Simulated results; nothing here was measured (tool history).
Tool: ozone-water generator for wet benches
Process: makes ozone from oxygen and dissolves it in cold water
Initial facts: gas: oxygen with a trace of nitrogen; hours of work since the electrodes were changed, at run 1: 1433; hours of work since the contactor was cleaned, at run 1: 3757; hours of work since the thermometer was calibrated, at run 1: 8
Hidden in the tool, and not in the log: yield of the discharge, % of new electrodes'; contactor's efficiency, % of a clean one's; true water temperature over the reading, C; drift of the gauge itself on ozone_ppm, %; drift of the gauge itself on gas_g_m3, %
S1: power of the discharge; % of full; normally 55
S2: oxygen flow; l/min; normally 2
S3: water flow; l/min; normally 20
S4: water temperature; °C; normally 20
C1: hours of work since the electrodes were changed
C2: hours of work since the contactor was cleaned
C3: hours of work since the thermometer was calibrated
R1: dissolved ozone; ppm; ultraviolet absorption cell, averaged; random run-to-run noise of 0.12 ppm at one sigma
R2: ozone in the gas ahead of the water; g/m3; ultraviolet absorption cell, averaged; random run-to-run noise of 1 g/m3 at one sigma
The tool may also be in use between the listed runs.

run,day,S1,S2,S3,S4,C1,C2,C3,R1,R2
1,0,55,2,20,20,1433,3757,8,9.3,178.4
2,0.962,55,2,20,17,1450,3774,25,9.9,176.4
3,1.988,55,2,20,17,1468,3791,42,9.7,174.8
4,3.558,55,3.52,20,20,1495,3819,70,11.1,141.5
5,4.762,55,2,20,25,1516,3839,91,9,177.6
6,5.883,55,2,20,25,1535,3859,110,8.9,176.4
7,7.179,55,2,20,25,1558,3881,132,8.8,176.1
8,9.208,55,2,20,25,1593,3916,167,8.9,176.6
9,11.325,55,2,20,20,1629,3953,204,9.4,175.1
10,12.546,55,2,20,20,1650,3974,225,9.4,177.5
11,14.5,55,2,20,20,1684,4008,259,9.5,175.3
12,16.204,55,2,20,20,1714,4037,288,9.3,175.5
13,17.129,94,2,16,20,1730,4053,304,17.1,250.6
14,18.396,70,2,16,13,1752,4075,326,14.6,206.9
# day 18.658: contactor cleaned
15,19.95,67,2,13,13,1776,22,350,17.3,200
16,21.625,63,2,24,27,1805,51,379,7.6,190.9
17,22.862,42,2,20,20,1826,73,401,7.3,145.7
# day 25.05: contactor cleaned, once more
18,25.05,78,2,20,27,1861,0,436,11.6,223.3
19,26.917,78,3.18,23,22,1893,32,468,11.9,182.9
20,28.217,89,3.18,15,22,1916,55,491,19.6,200.3
21,29.446,89,3.18,15,22,1937,76,512,19.2,199.1
22,30.388,55,2.07,20,24,1953,92,528,9.4,170
23,31.725,46,1.39,16,13,1977,116,551,10.2,178.7

Some steps in R1 between neighbouring runs. How much of each would the tool show without its hidden state too (settings, what came in, random variation), and how much is left for the hidden state, with any gauge scatter that isn't in both results?
Run 12 -> 13: S1 55 -> 94, S3 20 -> 16. R1 +7.8 ppm: hidden state -0.9, all else +8.7.
Run 15 -> 16: S1 67 -> 63, S3 13 -> 24, S4 13 -> 27. R1 -9.7 ppm: hidden state +0.9, all else -10.6.
Run 21 -> 22: S1 89 -> 55, S2 3.18 -> 2.07, S3 15 -> 20, S4 22 -> 24. R1 -9.8 ppm: hidden state +0.9, all else -10.7.
